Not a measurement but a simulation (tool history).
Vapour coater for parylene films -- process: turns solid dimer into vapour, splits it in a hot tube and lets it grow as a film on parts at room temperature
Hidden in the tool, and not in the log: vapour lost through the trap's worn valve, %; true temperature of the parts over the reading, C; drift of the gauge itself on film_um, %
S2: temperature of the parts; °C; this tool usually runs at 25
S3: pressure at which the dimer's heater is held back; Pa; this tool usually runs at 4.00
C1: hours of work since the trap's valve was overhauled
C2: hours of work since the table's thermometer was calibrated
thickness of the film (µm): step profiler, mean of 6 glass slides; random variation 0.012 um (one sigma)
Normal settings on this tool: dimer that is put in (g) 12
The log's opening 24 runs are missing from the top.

run 25 day=19.733 | dimer_that_is_put_in_(g)=16 S2=24 S3=10.87 | C1=84 C2=646 | thickness_of_the_film_(µm)=5.39
run 26 day=20.267 | dimer_that_is_put_in_(g)=16 S2=24 S3=10.87 | C1=93 C2=655 | thickness_of_the_film_(µm)=5.37
run 27 day=21.054 | dimer_that_is_put_in_(g)=16 S2=23 S3=4.86 | C1=107 C2=669 | thickness_of_the_film_(µm)=6.65
run 28 day=21.654 | dimer_that_is_put_in_(g)=16 S2=23 S3=4.86 | C1=117 C2=679 | thickness_of_the_film_(µm)=6.63
run 29 day=22.233 | dimer_that_is_put_in_(g)=11 S2=34 S3=5.39 | C1=128 C2=689 | thickness_of_the_film_(µm)=3.31
run 30 day=23.079 | dimer_that_is_put_in_(g)=11 S2=34 S3=5.39 | C1=142 C2=704 | thickness_of_the_film_(µm)=3.28
run 31 day=23.779 | dimer_that_is_put_in_(g)=8 S2=25 S3=4.00 | C1=155 C2=716 | thickness_of_the_film_(µm)=3.30
run 32 day=24.938 | dimer_that_is_put_in_(g)=8 S2=25 S3=4.00 | C1=175 C2=737 | thickness_of_the_film_(µm)=3.28
run 33 day=25.996 | dimer_that_is_put_in_(g)=6 S2=20 S3=8.41 | C1=193 C2=755 | thickness_of_the_film_(µm)=2.37
run 34 day=27.108 | dimer_that_is_put_in_(g)=16 S2=25 S3=11.48 | C1=213 C2=775 | thickness_of_the_film_(µm)=5.13
run 35 day=28.138 | dimer_that_is_put_in_(g)=15 S2=20 S3=2.01 | C1=231 C2=793 | thickness_of_the_film_(µm)=8.23
run 36 day=28.942 | dimer_that_is_put_in_(g)=15 S2=20 S3=2.01 | C1=245 C2=807 | thickness_of_the_film_(µm)=8.23
run 37 day=30.021 | dimer_that_is_put_in_(g)=15 S2=20 S3=2.01 | C1=264 C2=826 | thickness_of_the_film_(µm)=8.19
run 38 day=31.225 | dimer_that_is_put_in_(g)=9 S2=34 S3=9.39 | C1=285 C2=847 | thickness_of_the_film_(µm)=2.35
run 39 day=32.258 | dimer_that_is_put_in_(g)=10 S2=34 S3=4.65 | C1=303 C2=865 | thickness_of_the_film_(µm)=3.08
run 40 day=32.871 | dimer_that_is_put_in_(g)=10 S2=34 S3=4.65 | C1=314 C2=876 | thickness_of_the_film_(µm)=3.06
run 41 day=33.642 | dimer_that_is_put_in_(g)=13 S2=29 S3=7.43 | C1=327 C2=889 | thickness_of_the_film_(µm)=4.09
run 42 day=34.500 | dimer_that_is_put_in_(g)=13 S2=29 S3=7.43 | C1=342 C2=904 | thickness_of_the_film_(µm)=4.08
run 43 day=35.588 | dimer_that_is_put_in_(g)=12 S2=25 S3=4.06 | C1=362 C2=923 | thickness_of_the_film_(µm)=4.84
run 44 day=36.354 | dimer_that_is_put_in_(g)=11 S2=26 S3=4.00 | C1=375 C2=937 | thickness_of_the_film_(µm)=4.33
run 45 day=37.329 | dimer_that_is_put_in_(g)=6 S2=24 S3=4.00 | C1=392 C2=954 | thickness_of_the_film_(µm)=2.48
run 46 day=38.038 | dimer_that_is_put_in_(g)=6 S2=24 S3=4.00 | C1=404 C2=966 | thickness_of_the_film_(µm)=2.48
run 47 day=38.679 | dimer_that_is_put_in_(g)=20 S2=31 S3=2.85 | C1=416 C2=978 | thickness_of_the_film_(µm)=7.39

4 ways to go on from here, each from the tool as it stands after run 47. What would each give?
run A day=39.550 | dimer_that_is_put_in_(g)=21 S2=20 S3=2.23 | C1=431 C2=993 | thickness_of_the_film_(µm)=?
run B day=39.550 | dimer_that_is_put_in_(g)=20 S2=20 S3=2.85 | C1=431 C2=993 | thickness_of_the_film_(µm)=?
run C day=39.550 | dimer_that_is_put_in_(g)=6 S2=22 S3=3.43 | C1=431 C2=993 | thickness_of_the_film_(µm)=?
run D day=39.550 | dimer_that_is_put_in_(g)=20 S2=30 S3=2.85 | C1=431 C2=993 | thickness_of_the_film_(µm)=?

run=A thickness_of_the_film_(µm)=11.06
run=B thickness_of_the_film_(µm)=9.94
run=C thickness_of_the_film_(µm)=2.72
run=D thickness_of_the_film_(µm)=7.59
Without the tool's unlogged condition, the same runs would have read:
run=A thickness_of_the_film_(µm)=11.34
run=B thickness_of_the_film_(µm)=10.19
run=C thickness_of_the_film_(µm)=2.79
run=D thickness_of_the_film_(µm)=7.78
